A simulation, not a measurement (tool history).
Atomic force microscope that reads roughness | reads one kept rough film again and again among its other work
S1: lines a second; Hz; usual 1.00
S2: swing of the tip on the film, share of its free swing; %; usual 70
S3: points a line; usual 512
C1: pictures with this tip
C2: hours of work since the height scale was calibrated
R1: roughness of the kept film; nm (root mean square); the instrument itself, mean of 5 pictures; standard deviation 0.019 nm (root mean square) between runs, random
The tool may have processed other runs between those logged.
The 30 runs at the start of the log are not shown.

{"hour": 1629.8, "done": "new tip fitted"}
{"run": 31, "hour": 1629.8, "S1": 1.34, "S2": 61, "S3": 798, "C1": 0, "C2": 206, "R1": 4.606}
{"run": 32, "hour": 1701.1, "S1": 1.34, "S2": 61, "S3": 798, "C1": 60, "C2": 238, "R1": 3.971}
{"hour": 1741.0, "done": "new tip fitted"}
{"run": 33, "hour": 1759.3, "S1": 3.02, "S2": 76, "S3": 881, "C1": 15, "C2": 263, "R1": 4.129}
{"run": 34, "hour": 1817.5, "S1": 3.02, "S2": 76, "S3": 881, "C1": 63, "C2": 290, "R1": 3.718}
{"hour": 1851.8, "done": "new tip fitted"}
{"run": 35, "hour": 1858.7, "S1": 3.02, "S2": 76, "S3": 881, "C1": 5, "C2": 308, "R1": 4.27}
{"run": 36, "hour": 1898.4, "S1": 0.96, "S2": 89, "S3": 504, "C1": 38, "C2": 326, "R1": 4.111}
{"hour": 1961.7, "done": "new tip fitted"}
{"run": 37, "hour": 1961.7, "S1": 2.62, "S2": 89, "S3": 498, "C1": 0, "C2": 354, "R1": 4.041}
{"run": 38, "hour": 2003.3, "S1": 2.08, "S2": 70, "S3": 391, "C1": 34, "C2": 373, "R1": 4.056}
{"run": 39, "hour": 2059.5, "S1": 1.0, "S2": 81, "S3": 962, "C1": 81, "C2": 398, "R1": 3.77}
{"hour": 2073.2, "done": "new tip fitted"}
{"run": 40, "hour": 2116.4, "S1": 1.0, "S2": 75, "S3": 740, "C1": 36, "C2": 423, "R1": 4.174}
{"run": 41, "hour": 2172.0, "S1": 1.1, "S2": 89, "S3": 590, "C1": 83, "C2": 448, "R1": 3.632}
{"hour": 2185.0, "done": "new tip fitted"}
{"run": 42, "hour": 2245.9, "S1": 1.38, "S2": 58, "S3": 1016, "C1": 51, "C2": 481, "R1": 4.141}
{"hour": 2295.0, "done": "new tip fitted"}
{"run": 43, "hour": 2324.7, "S1": 0.74, "S2": 58, "S3": 886, "C1": 25, "C2": 516, "R1": 4.377}
{"run": 44, "hour": 2364.6, "S1": 1.83, "S2": 59, "S3": 695, "C1": 58, "C2": 534, "R1": 4.02}
{"hour": 2405.2, "done": "new tip fitted"}
{"run": 45, "hour": 2443.5, "S1": 2.9, "S2": 75, "S3": 538, "C1": 32, "C2": 569, "R1": 3.958}
{"run": 46, "hour": 2500.8, "S1": 2.9, "S2": 75, "S3": 538, "C1": 79, "C2": 595, "R1": 3.576}
{"hour": 2515.7, "done": "new tip fitted"}
{"run": 47, "hour": 2546.1, "S1": 2.07, "S2": 75, "S3": 758, "C1": 26, "C2": 615, "R1": 4.158}
{"run": 48, "hour": 2591.2, "S1": 2.83, "S2": 70, "S3": 750, "C1": 63, "C2": 635, "R1": 3.848}
{"hour": 2626.1, "done": "new tip fitted"}
{"run": 49, "hour": 2668.9, "S1": 2.83, "S2": 70, "S3": 750, "C1": 36, "C2": 670, "R1": 3.981}

Each row is a separate what-if for the run after 49, all from the same tool condition, not one after another. Results?
{"run": "A", "hour": 2703.1, "S1": 2.27, "S2": 64, "S3": 512, "C1": 64, "C2": 685, "R1": "?"}
{"run": "B", "hour": 2703.1, "S1": 2.41, "S2": 55, "S3": 600, "C1": 64, "C2": 685, "R1": "?"}
{"run": "C", "hour": 2703.1, "S1": 1.64, "S2": 70, "S3": 512, "C1": 64, "C2": 685, "R1": "?"}
{"run": "D", "hour": 2703.1, "S1": 3.32, "S2": 79, "S3": 914, "C1": 64, "C2": 685, "R1": "?"}
{"run": "E", "hour": 2703.1, "S1": 1.15, "S2": 70, "S3": 750, "C1": 64, "C2": 685, "R1": "?"}

run=A R1=3.854
run=B R1=3.869
run=C R1=3.879
run=D R1=3.595
run=E R1=3.902
Take away the tool's hidden state, keep each run's random variation, and the runs would have read:
run=A R1=4.555
run=B R1=4.572
run=C R1=4.583
run=D R1=4.249
run=E R1=4.610

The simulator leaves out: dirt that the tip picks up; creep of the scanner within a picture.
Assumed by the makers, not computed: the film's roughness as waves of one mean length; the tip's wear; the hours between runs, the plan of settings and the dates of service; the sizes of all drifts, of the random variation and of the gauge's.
